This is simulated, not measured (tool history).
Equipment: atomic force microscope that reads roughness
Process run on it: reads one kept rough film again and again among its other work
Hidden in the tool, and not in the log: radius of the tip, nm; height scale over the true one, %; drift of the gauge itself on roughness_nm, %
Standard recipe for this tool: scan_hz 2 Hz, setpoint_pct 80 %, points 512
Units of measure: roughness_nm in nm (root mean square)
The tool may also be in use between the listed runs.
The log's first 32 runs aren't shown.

run,hour,scan_hz,setpoint_pct,points,pictures with this tip,hours of work since the height scale was calibrated,roughness_nm
33,212.6,0.58,71,991,221,18,1.025
# hour 214.5: new tip fitted
34,220.7,0.98,71,800,11,23,1.023
35,229,0.98,71,800,26,29,1.026
36,236.8,0.98,71,800,40,34,1.015
37,244.4,0.98,71,800,54,40,1.017
38,253.2,2.17,72,800,70,46,0.953
39,260.9,3.22,69,455,84,51,0.921
40,270.2,1.26,56,480,101,58,1.039
41,275.9,2,68,512,111,62,0.975
42,280.7,2,80,799,120,65,0.905
43,285.2,3.72,59,319,128,68,0.97
44,289.9,2.24,87,830,137,71,0.831
45,295.4,1.73,69,512,147,75,0.98
46,304.3,0.52,69,512,163,81,1.039
47,309.8,1.04,86,487,173,85,0.939
48,316.3,1.04,71,487,184,90,0.999
49,322.6,3.16,87,487,196,94,0.761

Here are 3 independent what-if runs from the current tool condition. What would each one return?
A,329,3.16,87,703,208,99,?
B,329,1.35,55,487,208,99,?
C,329,0.63,87,487,208,99,?

run,roughness_nm
A,0.761
B,1.036
C,0.977
Take away the tool's hidden state, keep each run's random variation, and the runs would have read:
run,roughness_nm
A,0.776
B,1.056
C,0.996

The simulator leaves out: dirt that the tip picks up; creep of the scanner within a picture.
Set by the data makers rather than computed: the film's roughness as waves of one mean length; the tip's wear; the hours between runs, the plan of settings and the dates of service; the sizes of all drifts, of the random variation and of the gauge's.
